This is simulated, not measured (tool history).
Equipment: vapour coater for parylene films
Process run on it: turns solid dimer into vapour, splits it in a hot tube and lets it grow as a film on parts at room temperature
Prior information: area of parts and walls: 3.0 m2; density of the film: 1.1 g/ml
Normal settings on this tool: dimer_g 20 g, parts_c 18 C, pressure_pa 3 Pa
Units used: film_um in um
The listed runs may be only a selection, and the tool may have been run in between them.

| run | hour | dimer_g | parts_c | pressure_pa | film_um |
|---|---|---|---|---|---|
| 1 | 0 | 20 | 18 | 3 | 2.79 |
| 2 | 27.4 | 33 | 18 | 3 | 4.48 |
| 3 | 50.3 | 33 | 22 | 3 | 4.26 |
| 4 | 82.9 | 33 | 22 | 3 | 4.22 |
| 5 | 105.1 | 33 | 22 | 3 | 4.2 |
| 6 | 129.4 | 33 | 18 | 3 | 4.43 |
| 7 | 157.4 | 33 | 18 | 3 | 4.94 |
| 8 | 180.2 | 33 | 18 | 3 | 5.04 |
| 9 | 211.2 | 20 | 18 | 3 | 2.96 |
| 10 | 237.6 | 20 | 18 | 3 | 2.95 |
| 11 | 257.9 | 20 | 18 | 3 | 3 |
| 12 | 274.3 | 20 | 18 | 3 | 2.92 |
| 13 | 289.7 | 20 | 18 | 3 | 2.95 |
| 14 | 313.2 | 20 | 18 | 3 | 2.91 |
| 15 | 329.8 | 20 | 18 | 3 | 2.98 |
| 16 | 362.2 | 20 | 18 | 3 | 2.89 |
| 17 | 378.7 | 20 | 18 | 3 | 2.9 |
| 18 | 404.9 | 20 | 18 | 3 | 2.89 |
| 19 | 425.6 | 12 | 18 | 3 | 1.75 |
| 20 | 445.1 | 20 | 18 | 3 | 2.86 |
| 21 | 477.5 | 20 | 19 | 3 | 2.79 |
| 22 | 504.7 | 34 | 10 | 3 | 5.5 |
| 23 | 536.2 | 10 | 18 | 6.23 | 1.27 |
| 24 | 558.3 | 20 | 14 | 3 | 3.02 |
| 25 | 587.7 | 11 | 12 | 3 | 1.72 |
| 26 | 611.1 | 26 | 12 | 7.96 | 3.46 |
| 27 | 626.9 | 26 | 12 | 7.96 | 3.5 |
| 28 | 646.1 | 24 | 18 | 4.71 | 3.17 |
| 29 | 664.2 | 14 | 13 | 8.18 | 1.86 |
| 30 | 683.6 | 27 | 14 | 3 | 3.97 |
| 31 | 706.6 | 20 | 11 | 2.67 | 3.22 |
| 32 | 732.4 | 35 | 27 | 4.66 | 3.88 |
| 33 | 751.1 | 23 | 14 | 3 | 3.3 |
| 34 | 767.8 | 29 | 14 | 4.47 | 3.98 |
| 35 | 783.7 | 20 | 14 | 3 | 2.95 |
| 36 | 807.4 | 20 | 14 | 3 | 2.89 |
| 37 | 826.5 | 19 | 12 | 4.23 | 2.71 |
| 38 | 853.2 | 19 | 12 | 4.23 | 2.94 |
| 39 | 880.2 | 19 | 12 | 4.23 | 2.98 |
| 40 | 909.7 | 25 | 12 | 10.82 | 3.34 |

The log once held 2 entries between its listed runs, left out of this copy. Where does each go, and what is different about the tool's unlogged condition between the listed run before it and the listed run after it?
Run 6 -> run 7: trap's valve overhauled (hour 138.4)
  vapour lost through the trap's worn valve, %: 10.5 -> 0.6; true temperature of the parts over the reading, C: 0.18 -> 0.19
  what was measured, less what the result would be without the hidden state, film_um: -0.54 -> -0.05 um
Run 37 -> run 38: trap's valve overhauled (hour 837.9)
  vapour lost through the trap's worn valve, %: 10.6 -> 0.5; true temperature of the parts over the reading, C: 0.53 -> 0.55
  what was measured, less what the result would be without the hidden state, film_um: -0.34 -> -0.04 um
